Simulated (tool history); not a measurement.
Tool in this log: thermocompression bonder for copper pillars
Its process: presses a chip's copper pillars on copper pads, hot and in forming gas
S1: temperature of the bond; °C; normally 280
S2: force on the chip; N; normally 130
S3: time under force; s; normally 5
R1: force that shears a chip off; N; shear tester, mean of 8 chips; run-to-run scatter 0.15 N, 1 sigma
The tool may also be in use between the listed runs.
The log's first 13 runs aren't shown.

run,hour,S1,S2,S3,R1
14,151.6,280,130,5,38.8
# hour 162.0: forming gas filter changed
15,168.0,301,130,5,48.8
16,179.7,280,130,5,39.8
17,190.6,280,130,5,39.6
18,201.5,280,130,5,39.8
19,217.3,280,116,6,37.5
20,232.2,280,116,6,37.9
21,242.7,285,107,6,36.5
22,250.5,265,130,3,27.0
23,265.3,280,130,10,49.6
24,281.6,280,177,9,61.1
25,300.1,280,177,5,51.7
26,317.5,280,177,5,51.6
# hour 326.9: forming gas filter changed
27,327.7,280,177,5,53.2
28,342.8,263,82,5,19.8
29,355.8,267,91,4,21.4
30,367.9,280,153,5,46.7
31,381.2,280,153,5,46.1
32,393.4,297,146,5,52.3
33,408.5,280,102,13,44.1
34,418.3,280,150,7,50.8
35,434.2,280,150,7,50.6

Here are 5 independent what-if runs from the current tool condition. What would each one return?
A,442.0,306,85,9,?
B,442.0,265,163,10,?
C,442.0,275,130,5,?
D,442.0,256,80,5,?
E,442.0,306,150,15,?

run,R1
A,42.0
B,52.4
C,37.5
D,17.0
E,72.4
What these runs would have given with no unlogged condition in the tool:
run,R1
A,40.9
B,51.2
C,36.3
D,16.2
E,72.3
